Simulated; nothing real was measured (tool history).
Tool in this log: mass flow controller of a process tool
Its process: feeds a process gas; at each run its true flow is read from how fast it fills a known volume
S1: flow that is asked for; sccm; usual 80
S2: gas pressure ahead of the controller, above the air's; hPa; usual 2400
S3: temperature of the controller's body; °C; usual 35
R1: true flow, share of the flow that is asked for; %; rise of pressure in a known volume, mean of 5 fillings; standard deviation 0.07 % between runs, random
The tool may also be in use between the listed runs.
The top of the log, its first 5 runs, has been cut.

run    hour   S1    S2  S3      R1
  6  1260.5   80  2400  35  100.08
  7  1476.9   80  2660  35   99.91
  8  1717.4   80  2400  21  101.05
  9  1950.7   80  2400  35   100.3
 10  2096.9   80  1570  35  100.68
 11  2243.8   80  1570  35  100.64
 12  2456.4   77  2400  35  100.32
 13    2779   80  2400  26  100.88
 14  3043.4   80  2400  26  100.94
 15  3235.7   80  2400  26     101
 16  3495.1   80  2400  26  101.01
 17  3832.2   80  2400  26  101.08
 18  4172.3   80  2400  26  101.11
 19  4474.6   80  2400  26  101.24
 20  4790.8   80  2400  29  101.03
 21  4948.2   80  2400  29  101.13
 22  5156.4   80  2400  29  101.16
 23  5402.6   80  2400  35  100.85
 24  5648.7   80  2400  35  100.79
 25  5847.5  160  2140  28  100.41
 26  6047.9  160  2140  28  100.46
 27  6383.4   78  1630  28  101.93

Run 28, settings as shown, results not yet in. Your forecast:
 28  6704.7  78  1630  28   ?

Run 28 gave R1 101.94 %.
Had the tool carried no hidden state, the very same run would have given R1 99.16 %.
